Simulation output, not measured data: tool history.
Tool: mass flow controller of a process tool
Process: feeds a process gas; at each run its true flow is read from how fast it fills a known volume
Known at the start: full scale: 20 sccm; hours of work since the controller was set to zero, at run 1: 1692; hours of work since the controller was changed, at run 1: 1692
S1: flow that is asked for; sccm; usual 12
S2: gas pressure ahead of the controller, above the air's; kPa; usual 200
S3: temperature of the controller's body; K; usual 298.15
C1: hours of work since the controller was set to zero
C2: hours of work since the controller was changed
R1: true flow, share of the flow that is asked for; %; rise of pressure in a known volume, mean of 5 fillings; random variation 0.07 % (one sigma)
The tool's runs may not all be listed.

run    hour  S1   S2      S3    C1    C2      R1
  1       0  12  200  298.15  1692  1692   99.02
  2   224.1  12  200  298.15  1781  1781   99.06
  3   374.3  12  200  294.15  1840  1840   98.83
  4   615.5  12  200  294.15  1935  1935   98.77
  5     720  12  200  294.15  1976  1976   98.85
  6   941.9  12  208  298.15  2064  2064   99.01
  7  1099.1  12  208  298.15  2126  2126   99.14
  8  1315.9  12  200  298.15  2212  2212   99.09
  9  1515.3  12  208  298.15  2291  2291   99.15
 10  1686.5  12  200  298.15  2358  2358   99.08
 11  1881.9  12  200  298.15  2435  2435   99.08
 12    2042  12  232  298.15  2499  2499   99.12
 13  2216.4   5  200  298.15  2567  2567   99.36
 14  2342.7  11  266  301.15  2617  2617    99.5
 15  2461.1   2  248  303.15  2664  2664  102.42
 16  2629.3   3  200  305.15  2731  2731  101.06
 17  2732.1   5  247  297.15  2771  2771   99.59
 18  2916.6  15  247  295.15  2844  2844   99.07
 19  3047.4  15  231  309.15  2896  2896  100.19
 20  3293.6  15  231  309.15  2993  2993   100.2
 21  3432.2  15  231  309.15  3048  3048  100.15
 22    3608  15  231  309.15  3117  3117  100.13
 23  3755.3  15  231  309.15  3175  3175  100.13
 24  3880.2  15  210  298.15  3225  3225   99.23
 25  3987.5  15  224  298.15  3267  3267   99.25
 26  4103.8   3  224  298.15  3313  3313  101.13

The same runs without the tool's hidden state, with the same run-to-run variation:
The hidden state here: flow at rest that the sensor doesn't see, % of full scale; true flow over the shown one, %; drift of the gauge itself on true_pct, %.
run      R1
  1   98.99
  2   99.04
  3   98.81
  4   98.76
  5   98.84
  6   99.01
  7   99.14
  8    99.1
  9   99.16
 10   99.09
 11   99.11
 12   99.15
 13    98.3
 14   99.46
 15   98.42
 16   98.62
 17   98.46
 18   99.29
 19  100.42
 20  100.44
 21  100.39
 22  100.38
 23  100.38
 24   99.49
 25   99.52
 26   98.19
